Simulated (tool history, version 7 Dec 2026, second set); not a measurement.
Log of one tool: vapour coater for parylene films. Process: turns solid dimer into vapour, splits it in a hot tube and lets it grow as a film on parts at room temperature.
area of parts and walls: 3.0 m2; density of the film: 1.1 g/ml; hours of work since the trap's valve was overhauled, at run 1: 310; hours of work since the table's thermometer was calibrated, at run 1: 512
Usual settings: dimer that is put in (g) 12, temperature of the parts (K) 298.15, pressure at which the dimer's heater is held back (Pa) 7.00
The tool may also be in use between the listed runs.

run   hour  dimer that is put in (g)  temperature of the parts (K)  pressure at which the dimer's heater is held back (Pa)  hours of work since the trap's valve was overhauled  hours of work since the table's thermometer was calibrated  thickness of the film (µm)
  1    0.0                        12                        298.15                                                    7.00                                                  310                                                         512                        2.11
  2   41.1                        12                        298.15                                                    7.00                                                  337                                                         539                        2.03
  3   71.1                        12                        298.15                                                    7.00                                                  356                                                         558                        2.04
  4  117.2                        12                        299.15                                                    7.00                                                  386                                                         588                        1.96
  5  166.8                        12                        299.15                                                    7.00                                                  418                                                         620                        2.00
  6  203.6                        12                        299.15                                                    7.00                                                  442                                                         644                        1.92
     212.0  -- trap's valve overhauled
  7  229.0                        12                        299.15                                                    7.00                                                   11                                                         658                        2.06
  8  270.9                        12                        298.15                                                    7.00                                                   38                                                         685                        2.09
  9  293.9                        12                        298.15                                                    7.00                                                   53                                                         700                        2.10
 10  323.4                        12                        298.15                                                    7.00                                                   72                                                         719                        2.08
 11  345.2                        12                        299.15                                                    7.00                                                   86                                                         733                        2.02
 12  390.0                        12                        299.15                                                    7.00                                                  115                                                         762                        2.07
 13  416.3                        12                        299.15                                                    7.00                                                  132                                                         779                        2.04
 14  445.5                        12                        299.15                                                    7.00                                                  151                                                         798                        2.01
 15  480.2                        12                        299.15                                                    7.00                                                  174                                                         820                        2.01
 16  531.0                        12                        299.15                                                    7.00                                                  207                                                         853                        2.00
 17  574.4                        12                        299.15                                                    5.11                                                  235                                                         881                        2.12
 18  595.5                        13                        296.15                                                    7.00                                                  248                                                         895                        2.36
 19  622.1                        13                        296.15                                                    7.00                                                  266                                                         912                        2.39
 20  655.0                         7                        305.15                                                    7.00                                                  287                                                         934                        0.86
 21  683.4                        15                        303.15                                                    3.27                                                  305                                                         952                        2.47
 22  717.2                         8                        294.15                                                   10.23                                                  327                                                         974                        1.43
 23  751.0                         8                        294.15                                                   10.23                                                  349                                                         996                        1.41
 24  784.3                         7                        309.15                                                    3.74                                                  371                                                        1018                        0.89
 25  823.4                         5                        300.15                                                    5.19                                                  396                                                        1043                        0.81
 26  854.7                         5                        291.15                                                    5.19                                                  416                                                        1063                        1.12

Forecast run 27:
 27  887.6                         5                        300.15                                                    5.55                                                  438                                                        1084                           ?

thickness of the film (µm): 0.83
Without the tool's hidden state the same run would have given thickness of the film (µm) 0.90.
